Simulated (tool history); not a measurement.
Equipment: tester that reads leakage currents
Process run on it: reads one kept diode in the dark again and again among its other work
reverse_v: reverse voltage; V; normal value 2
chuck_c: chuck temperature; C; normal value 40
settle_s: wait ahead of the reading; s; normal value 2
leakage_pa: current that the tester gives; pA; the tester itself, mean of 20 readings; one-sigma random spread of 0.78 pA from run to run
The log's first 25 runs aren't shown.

| run | hour | reverse_v | chuck_c | settle_s | hours of work since the probe card was cleaned | hours of work since the tester was calibrated | hours of work since the chuck was calibrated | leakage_pa |
|---|---|---|---|---|---|---|---|---|
| 26 | 4146.7 | 2 | 53 | 0.38 | 2074 | 836 | 343 | 644.34 |
| 27 | 4356.5 | 6.21 | 47 | 0.86 | 2169 | 931 | 438 | 605.72 |
| 28 | 4600.5 | 1.86 | 40 | 6.98 | 2279 | 1041 | 548 | 252.35 |
| 29 | 4728.8 | 1.86 | 28 | 6.98 | 2337 | 1099 | 606 | 101.41 |
| 30 | 4910.7 | 7.08 | 57 | 0.48 | 2419 | 1181 | 688 | 1224.34 |
| 31 | 5057.6 | 1.39 | 49 | 1.54 | 2485 | 1248 | 754 | 431.59 |
| 32 | 5203.1 | 14.94 | 32 | 1.54 | 2551 | 1313 | 820 | 273.87 |
| 33 | 5420.1 | 2 | 23 | 0.84 | 2649 | 1411 | 918 | 69.78 |
| 34 | 5562.5 | 2 | 23 | 0.84 | 2713 | 1476 | 982 | 69.57 |
| 35 | 5692.3 | 13.57 | 53 | 1.91 | 2772 | 1534 | 1041 | 1128.01 |
| 36 | 5867.9 | 1.14 | 53 | 0.88 | 2851 | 1614 | 1120 | 520.29 |
| 37 | 6051.7 | 17.26 | 49 | 9.77 | 2934 | 1697 | 1203 | 916.48 |
|  | 6103.3 | chuck's temperature calibrated |
| 38 | 6233.9 | 4.73 | 20 | 2 | 3016 | 1778 | 59 | 79.47 |

Alternative continuations, all from the tool just after run 38; predict every row:
| A | 6409.1 | 4.73 | 24 | 1.53 | 3095 | 1857 | 138 | ? |
| B | 6409.1 | 2 | 48 | 2 | 3095 | 1857 | 138 | ? |
| C | 6409.1 | 7.69 | 51 | 0.34 | 3095 | 1857 | 138 | ? |
| D | 6409.1 | 4.62 | 34 | 2.22 | 3095 | 1857 | 138 | ? |
| E | 6409.1 | 4.73 | 20 | 0.38 | 3095 | 1857 | 138 | ? |

| run | leakage_pa |
|---|---|
| A | 107.37 |
| B | 465.3 |
| C | 869.22 |
| D | 221.84 |
| E | 81.96 |
The same runs, with their run-to-run variation unchanged, on a tool lacking any hidden condition would have given:
| run | leakage_pa |
|---|---|
| A | 100.11 |
| B | 461.42 |
| C | 855.37 |
| D | 214.69 |
| E | 74.67 |
